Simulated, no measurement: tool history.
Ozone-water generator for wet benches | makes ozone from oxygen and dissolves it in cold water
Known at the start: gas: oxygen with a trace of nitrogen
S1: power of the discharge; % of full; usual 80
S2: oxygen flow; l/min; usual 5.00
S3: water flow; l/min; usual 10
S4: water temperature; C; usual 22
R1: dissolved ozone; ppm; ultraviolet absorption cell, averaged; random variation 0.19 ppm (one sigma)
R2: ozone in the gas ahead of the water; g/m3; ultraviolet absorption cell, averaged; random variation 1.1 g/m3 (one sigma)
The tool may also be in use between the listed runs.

| run | hour | S1 | S2 | S3 | S4 | R1 | R2 |
|---|---|---|---|---|---|---|---|
| 1 | 0.0 | 80 | 5.00 | 10 | 22 | 26.8 | 195.7 |
| 2 | 46.2 | 80 | 5.00 | 10 | 22 | 26.7 | 195.9 |
| 3 | 76.8 | 80 | 5.00 | 10 | 16 | 29.9 | 194.8 |
| 4 | 122.3 | 80 | 5.00 | 10 | 16 | 29.8 | 194.3 |
| 5 | 164.0 | 80 | 5.00 | 10 | 19 | 28.5 | 194.2 |
| 6 | 214.1 | 80 | 5.00 | 10 | 19 | 28.8 | 191.7 |
| 7 | 263.5 | 80 | 5.00 | 10 | 19 | 28.6 | 192.2 |
| 8 | 286.6 | 80 | 5.00 | 10 | 19 | 28.4 | 193.0 |
| 9 | 332.5 | 80 | 5.00 | 10 | 19 | 28.4 | 191.1 |
| 10 | 369.8 | 80 | 5.00 | 7 | 19 | 34.3 | 189.7 |
| 11 | 390.2 | 85 | 3.95 | 9 | 17 | 33.1 | 221.0 |
| 12 | 411.3 | 85 | 3.39 | 11 | 23 | 26.1 | 235.5 |
|  | 440.6 | gauge calibrated |
| 13 | 457.2 | 85 | 3.39 | 11 | 23 | 26.0 | 240.5 |
| 14 | 480.4 | 90 | 5.00 | 15 | 22 | 22.2 | 210.1 |
| 15 | 504.1 | 90 | 5.00 | 15 | 22 | 21.9 | 213.3 |
| 16 | 541.3 | 90 | 5.00 | 15 | 22 | 22.0 | 211.0 |
| 17 | 589.0 | 90 | 5.00 | 15 | 22 | 22.3 | 211.7 |
| 18 | 632.9 | 80 | 4.53 | 7 | 16 | 37.4 | 201.9 |

4 ways to go on from here, each from the tool as it stands after run 18. What would each give?
| A | 681.7 | 54 | 8.73 | 15 | 22 | ? | ? |
| B | 681.7 | 80 | 8.24 | 10 | 15 | ? | ? |
| C | 681.7 | 49 | 4.53 | 8 | 16 | ? | ? |
| D | 681.7 | 52 | 5.00 | 9 | 29 | ? | ? |

| run | R1 | R2 |
|---|---|---|
| A | 14.8 | 111.9 |
| B | 29.3 | 152.1 |
| C | 24.6 | 143.8 |
| D | 18.1 | 142.0 |
Without the tool's hidden state the same runs would have given:
| run | R1 | R2 |
|---|---|---|
| A | 14.8 | 113.7 |
| B | 29.3 | 154.5 |
| C | 24.7 | 146.1 |
| D | 18.1 | 144.3 |
